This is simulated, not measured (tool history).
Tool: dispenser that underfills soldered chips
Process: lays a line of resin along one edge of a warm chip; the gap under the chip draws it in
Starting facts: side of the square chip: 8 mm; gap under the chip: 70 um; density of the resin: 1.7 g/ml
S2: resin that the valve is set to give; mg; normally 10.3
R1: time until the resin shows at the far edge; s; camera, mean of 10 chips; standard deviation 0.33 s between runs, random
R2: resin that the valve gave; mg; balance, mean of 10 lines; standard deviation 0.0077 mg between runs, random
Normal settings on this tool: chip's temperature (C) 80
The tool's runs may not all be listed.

Run 1, hour 0.0: usual settings. Result: R1 23.3 s, R2 10.200 mg.
At hour 2.4: new syringe of resin.
Run 2, hour 2.4: usual settings. Result: R1 14.6 s, R2 10.190 mg.
Run 3, hour 6.8: usual settings but S2 12.2 mg. Result: R1 17.7 s, R2 12.049 mg.
Run 4, hour 10.6: usual settings but S2 12.2 mg. Result: R1 21.8 s, R2 12.054 mg.
At hour 14.3: new syringe of resin.
Run 5, hour 14.3: usual settings but S2 12.2 mg. Result: R1 13.5 s, R2 12.047 mg.
Run 6, hour 17.6: usual settings but S2 12.2 mg. Result: R1 16.5 s, R2 12.023 mg.
Run 7, hour 20.1: usual settings but S2 12.2 mg. Result: R1 18.2 s, R2 12.034 mg.
Run 8, hour 23.2: usual settings but S2 12.2 mg. Result: R1 22.0 s, R2 12.018 mg.
At hour 26.5: dispensing valve cleaned and set on the balance.
At hour 27.1: new syringe of resin.
Run 9, hour 27.1: usual settings but S2 12.8 mg. Result: R1 13.2 s, R2 12.768 mg.
Run 10, hour 29.5: usual settings but S2 12.8 mg. Result: R1 15.8 s, R2 12.763 mg.
Run 11, hour 33.7: usual settings but S2 12.8 mg. Result: R1 19.0 s, R2 12.752 mg.
Run 12, hour 38.3: usual settings but S2 12.8 mg. Result: R1 24.0 s, R2 12.732 mg.
At hour 39.2: new syringe of resin.
Run 13, hour 40.6: usual settings but chip's temperature (C) 73. Result: R1 20.7 s, R2 10.230 mg.
Run 14, hour 44.6: usual settings but chip's temperature (C) 89, S2 10.8 mg. Result: R1 13.8 s, R2 10.723 mg.
Run 15, hour 48.6: usual settings but chip's temperature (C) 82, S2 10.8 mg. Result: R1 21.4 s, R2 10.724 mg.
At hour 51.1: new syringe of resin.
Run 16, hour 51.4: usual settings but chip's temperature (C) 85, S2 12.2 mg. Result: R1 11.2 s, R2 12.113 mg.
Run 17, hour 53.6: usual settings but chip's temperature (C) 85, S2 12.2 mg. Result: R1 13.3 s, R2 12.100 mg.
Run 18, hour 56.0: usual settings but S2 12.3 mg. Result: R1 17.9 s, R2 12.188 mg.
Run 19, hour 60.1: usual settings but chip's temperature (C) 72, S2 10.9 mg. Result: R1 30.5 s, R2 10.789 mg.
At hour 63.1: new syringe of resin.
Run 20, hour 63.8: usual settings but chip's temperature (C) 72, S2 10.9 mg. Result: R1 20.3 s, R2 10.804 mg.
Run 21, hour 68.3: usual settings but chip's temperature (C) 77, S2 11.5 mg. Result: R1 19.8 s, R2 11.375 mg.
Run 22, hour 70.9: usual settings but chip's temperature (C) 74, S2 11.2 mg. Result: R1 26.0 s, R2 11.051 mg.
Run 23, hour 73.2: usual settings but chip's temperature (C) 70, S2 12.4 mg. Result: R1 34.0 s, R2 12.237 mg.
At hour 75.0: new syringe of resin.
Run 24, hour 76.0: usual settings but chip's temperature (C) 70, S2 9.2 mg. Result: R1 23.3 s, R2 9.073 mg.
Run 25, hour 79.1: usual settings but chip's temperature (C) 77, S2 10.0 mg. Result: R1 19.8 s, R2 9.852 mg.
Run 26, hour 82.2: usual settings but chip's temperature (C) 95, S2 10.7 mg. Result: R1 12.0 s, R2 10.542 mg.

Below are 4 alternative next runs, each starting from the tool's condition after run 26. Predict each:
Run A, hour 85.0: usual settings but chip's temperature (C) 87, S2 12.5 mg. Result: R1 ?, R2 ?.
Run B, hour 85.0: usual settings but chip's temperature (C) 77, S2 11.8 mg. Result: R1 ?, R2 ?.
Run C, hour 85.0: usual settings but chip's temperature (C) 95, S2 9.5 mg. Result: R1 ?, R2 ?.
Run D, hour 85.0: usual settings but chip's temperature (C) 82, S2 12.2 mg. Result: R1 ?, R2 ?.

run    R1      R2
  A  17.5  12.305
  B  26.1  11.618
  C  14.0   9.348
  D  21.4  12.029
With no hidden state in the tool, these same runs would have given:
run    R1      R2
  A  10.3  12.489
  B  15.5  11.791
  C   8.3   9.488
  D  12.7  12.208

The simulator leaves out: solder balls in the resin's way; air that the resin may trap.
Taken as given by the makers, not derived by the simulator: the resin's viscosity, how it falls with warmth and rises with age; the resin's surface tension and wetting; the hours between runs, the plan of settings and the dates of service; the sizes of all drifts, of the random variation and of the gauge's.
